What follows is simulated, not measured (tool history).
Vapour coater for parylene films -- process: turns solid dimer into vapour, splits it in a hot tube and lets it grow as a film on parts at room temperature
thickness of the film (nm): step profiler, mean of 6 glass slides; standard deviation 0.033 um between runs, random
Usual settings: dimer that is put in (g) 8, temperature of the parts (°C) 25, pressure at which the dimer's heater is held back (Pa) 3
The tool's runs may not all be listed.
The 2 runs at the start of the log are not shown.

run     day  dimer that is put in (g)  temperature of the parts (°C)  pressure at which the dimer's heater is held back (Pa)  thickness of the film (nm)
  3   4.346                         8                             25                                                       3                        5110
  4   5.729                         8                             25                                                       3                        5160
  5   8.604                         8                             25                                                       3                        5140
  6  10.062                         8                             25                                                       3                        5080
  7  11.767                         8                             31                                                       3                        3850
  8  14.525                         8                             25                                                       3                        5120
  9  16.088                         8                             25                                                       3                        5110
 10    18.1                         8                             24                                                       3                        5330
 11  19.571                         8                             24                                                       3                        5350
 12  22.171                         8                             24                                                       3                        5340
 13  23.729                         8                             25                                                       3                        5060
 14  26.492                         8                             25                                                       3                        5090
 15    28.7                         8                             25                                                       3                        5070
     30.492  -- trap's valve overhauled
 16  31.762                         8                             25                                                       3                        5050
 17  33.333                         8                             25                                                       3                        5100
 18      35                         8                             25                                                       3                        5120
 19  37.083                         8                             25                                                   11.72                        4580
 20  39.221                         8                             25                                                    3.68                        5010
 21  41.038                         8                             25                                                       3                        5150
 22  43.308                         8                             25                                                       3                        5150
 23  45.521                         7                             25                                                       3                        4490
 24  47.154                         8                             36                                                    5.54                        2940
 25  49.971                         6                             28                                                    5.54                        3220

What will run 26 give?
 26  52.404                         8                             18                                                    6.81                           ?

{"run 26": {"thickness of the film (nm)": 6690}}
Minus the tool's unlogged condition, the same run would have read thickness of the film (nm) 6710.

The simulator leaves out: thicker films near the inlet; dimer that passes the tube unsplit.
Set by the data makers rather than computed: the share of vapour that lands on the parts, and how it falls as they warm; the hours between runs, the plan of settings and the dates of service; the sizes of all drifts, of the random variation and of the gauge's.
